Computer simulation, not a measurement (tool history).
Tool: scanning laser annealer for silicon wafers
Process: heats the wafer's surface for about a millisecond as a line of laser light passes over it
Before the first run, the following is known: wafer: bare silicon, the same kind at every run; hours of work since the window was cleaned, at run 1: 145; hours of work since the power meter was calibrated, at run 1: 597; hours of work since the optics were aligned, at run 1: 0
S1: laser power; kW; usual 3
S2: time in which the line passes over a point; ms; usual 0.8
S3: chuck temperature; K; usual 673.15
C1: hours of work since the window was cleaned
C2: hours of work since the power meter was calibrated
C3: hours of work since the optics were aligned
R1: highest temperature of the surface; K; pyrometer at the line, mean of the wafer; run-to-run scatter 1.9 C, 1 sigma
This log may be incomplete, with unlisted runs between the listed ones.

run   hour     S1     S2      S3   C1   C2   C3       R1
  1      0      3    0.8  673.15  145  597    0  1478.15
  2   30.6      3    0.8  673.15  166  618   21  1480.15
  3   66.9      3    0.8  672.15  191  642   45  1479.15
  4   83.4      3    0.8  672.15  202  653   57  1475.15
  5  101.2      3  0.803  672.15  214  666   69  1476.15
  6  128.5      3    0.8  673.15  233  684   87  1476.15
  7  146.6      3    0.8  684.15  245  696  100  1488.15
  8  176.5      3    0.8  684.15  265  717  120  1485.15
  9  204.6      3    0.8  673.15  284  736  139  1472.15
 10    237      3    0.8  673.15  306  758  161  1470.15
 11  257.6      3  0.646  673.15  320  772  175  1392.15
 12  276.4      3  0.646  673.15  333  785  188  1394.15
 13  302.4      3  0.646  673.15  351  802  206  1392.15
 14  339.5      3  0.646  673.15  376  827  231  1392.15
 15  360.3      3  0.679  673.15  390  842  245  1413.15
     365.8  -- window over the wafer cleaned
 16  387.7      3  0.679  673.15   15  859  262  1403.15
 17  405.9      3    0.8  673.15   27  871  275  1457.15
 18  432.1      3    0.8  673.15   45  889  292  1457.15
 19  461.8  2.793    0.8  673.15   65  909  312  1405.15

What does the tool deliver on the next run?
 20  479.9  2.793  0.8  673.15  78  922  325   ?

{"run 20": {"R1": 1407.15}}
With the hidden condition absent and the run-to-run variation left alone, this run would have shown R1 1443.15 K.
